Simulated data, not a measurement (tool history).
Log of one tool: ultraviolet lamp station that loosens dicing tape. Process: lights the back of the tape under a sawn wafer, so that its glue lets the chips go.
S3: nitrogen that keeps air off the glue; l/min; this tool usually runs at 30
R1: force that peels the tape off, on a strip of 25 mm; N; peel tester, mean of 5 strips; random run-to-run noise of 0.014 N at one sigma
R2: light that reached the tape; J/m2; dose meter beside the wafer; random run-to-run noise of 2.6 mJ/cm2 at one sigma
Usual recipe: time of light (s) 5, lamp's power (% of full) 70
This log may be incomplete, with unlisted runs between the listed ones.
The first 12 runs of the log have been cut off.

At hour 779: window cleaned of glue's vapour, once more.
Run 13, hour 827.5: usual settings but S3 9 l/min. Result: R1 3.323 N, R2 2150 J/m2.
Run 14, hour 927.1: usual settings. Result: R1 1.945 N, R2 2040 J/m2.
Run 15, hour 968.4: usual settings. Result: R1 1.984 N, R2 2000 J/m2.
At hour 1017: lamp changed.
Run 16, hour 1036.3: usual settings but time of light (s) 3. Result: R1 2.175 N, R2 1900 J/m2.
Run 17, hour 1080: usual settings but time of light (s) 3, lamp's power (% of full) 60, S3 32 l/min. Result: R1 2.69 N, R2 1630 J/m2.
Run 18, hour 1121.2: usual settings but time of light (s) 3, lamp's power (% of full) 60, S3 32 l/min. Result: R1 2.792 N, R2 1590 J/m2.
Run 19, hour 1176.6: usual settings but time of light (s) 3, lamp's power (% of full) 68, S3 11 l/min. Result: R1 3.467 N, R2 1820 J/m2.
Run 20, hour 1250.5: usual settings but S3 58 l/min. Result: R1 0.578 N, R2 3000 J/m2.
Run 21, hour 1303.6: usual settings but time of light (s) 3. Result: R1 2.44 N, R2 1730 J/m2.
Run 22, hour 1401.2: usual settings but time of light (s) 3. Result: R1 2.658 N, R2 1670 J/m2.
Run 23, hour 1445.3: usual settings but time of light (s) 3. Result: R1 2.571 N, R2 1690 J/m2.
Run 24, hour 1529.2: usual settings but lamp's power (% of full) 88. Result: R1 0.635 N, R2 3430 J/m2.
At hour 1559.2: window cleaned of glue's vapour.
Run 25, hour 1595.6: usual settings but time of light (s) 3, lamp's power (% of full) 86, S3 18 l/min. Result: R1 2.172 N, R2 2220 J/m2.
Run 26, hour 1643.4: usual settings but time of light (s) 8, lamp's power (% of full) 86, S3 18 l/min. Result: R1 0.207 N, R2 5880 J/m2.
Run 27, hour 1741.4: usual settings but time of light (s) 8, lamp's power (% of full) 86, S3 18 l/min. Result: R1 0.223 N, R2 5650 J/m2.
Run 28, hour 1800.1: usual settings but time of light (s) 8, lamp's power (% of full) 73, S3 18 l/min. Result: R1 0.402 N, R2 4740 J/m2.
Run 29, hour 1893.3: usual settings but time of light (s) 7, S3 21 l/min. Result: R1 0.622 N, R2 3870 J/m2.
Run 30, hour 1958.8: usual settings but time of light (s) 7, S3 21 l/min. Result: R1 0.654 N, R2 3710 J/m2.
Run 31, hour 2005.8: usual settings but lamp's power (% of full) 91, S3 14 l/min. Result: R1 1.119 N, R2 3420 J/m2.
Run 32, hour 2050.3: usual settings but S3 40 l/min. Result: R1 1.035 N, R2 2550 J/m2.

4 ways to go on from here, each from the tool as it stands after run 32. What would each give?
Run A, hour 2114.1: usual settings but time of light (s) 3, lamp's power (% of full) 85, S3 40 l/min. Result: R1 ?, R2 ?.
Run B, hour 2114.1: usual settings but S3 52 l/min. Result: R1 ?, R2 ?.
Run C, hour 2114.1: usual settings but S3 50 l/min. Result: R1 ?, R2 ?.
Run D, hour 2114.1: usual settings but time of light (s) 10, lamp's power (% of full) 88, S3 19 l/min. Result: R1 ?, R2 ?.

run     R1    R2
  A  2.008  1860
  B  0.911  2530
  C  0.971  2540
  D  0.156  6340
What these runs would have given with no unlogged condition in the tool:
run     R1    R2
  A  1.132  2490
  B  0.416  3390
  C  0.451  3400
  D  0.085  8510

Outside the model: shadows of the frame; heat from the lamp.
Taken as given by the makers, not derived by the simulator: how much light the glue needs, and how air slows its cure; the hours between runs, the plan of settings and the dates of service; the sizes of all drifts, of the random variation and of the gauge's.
